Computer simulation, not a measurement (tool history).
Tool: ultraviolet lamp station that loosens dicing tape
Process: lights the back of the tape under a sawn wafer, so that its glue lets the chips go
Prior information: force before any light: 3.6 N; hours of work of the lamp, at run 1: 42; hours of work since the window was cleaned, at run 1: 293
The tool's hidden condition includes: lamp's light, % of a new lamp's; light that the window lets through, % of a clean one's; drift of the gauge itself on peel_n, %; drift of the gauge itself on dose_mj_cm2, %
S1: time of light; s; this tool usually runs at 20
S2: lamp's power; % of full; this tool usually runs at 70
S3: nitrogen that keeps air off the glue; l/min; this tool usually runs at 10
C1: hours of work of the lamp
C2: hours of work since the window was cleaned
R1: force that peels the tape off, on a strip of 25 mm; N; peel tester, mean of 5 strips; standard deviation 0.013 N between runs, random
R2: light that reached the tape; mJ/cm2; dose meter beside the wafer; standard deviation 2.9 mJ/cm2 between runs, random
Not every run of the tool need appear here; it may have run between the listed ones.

run	hour	S1	S2	S3	C1	C2	R1	R2
1	0	20	70	10	42	293	0.64	399
2	23.4	20	70	10	59	309	0.652	390
3	37.6	20	70	10	69	320	0.655	395
4	52.3	20	70	10	79	330	0.687	390
5	75.1	20	70	10	96	346	0.655	391
6	97.4	20	70	10	111	362	0.681	385
# hour 111.9: window cleaned of glue's vapour
7	121.3	20	70	10	128	7	0.612	405
8	138	20	70	10	140	18	0.616	404
9	148.6	20	70	19	147	26	0.514	403
10	165.1	20	70	19	159	38	0.524	397
11	176.2	20	70	19	167	45	0.509	400
12	188.7	20	70	10	175	54	0.643	398
13	198.5	20	70	10	182	61	0.637	397
14	220.3	20	70	10	198	77	0.648	392
15	235.1	20	61	10	208	87	0.812	342
16	251.2	20	61	10	220	99	0.83	341
17	263	20	70	10	228	107	0.665	386
18	273.1	20	70	10	235	114	0.666	389
19	286.9	20	70	10	245	124	0.67	384
20	304.1	23	70	10	257	136	0.554	437
21	323.6	20	70	10	271	150	0.68	384
22	340.9	24	69	9	283	162	0.55	452
23	352.1	20	79	10	291	170	0.559	423
24	370.3	20	81	8	304	183	0.613	441
25	382.8	20	81	8	313	192	0.615	436
26	405.4	20	81	8	329	208	0.623	432
27	425	22	98	10	343	221	0.332	573
28	435.3	23	98	3	350	229	0.595	596
29	457	20	91	13	365	244	0.42	473

Run 30, settings as shown, results not yet in. Your forecast:
30	478.8	20	76	11	381	259	?	?

R1: 0.626 N
R2: 392 mJ/cm2
Minus the tool's unlogged condition, the same run would have read R1 0.492 N, R2 454 mJ/cm2.

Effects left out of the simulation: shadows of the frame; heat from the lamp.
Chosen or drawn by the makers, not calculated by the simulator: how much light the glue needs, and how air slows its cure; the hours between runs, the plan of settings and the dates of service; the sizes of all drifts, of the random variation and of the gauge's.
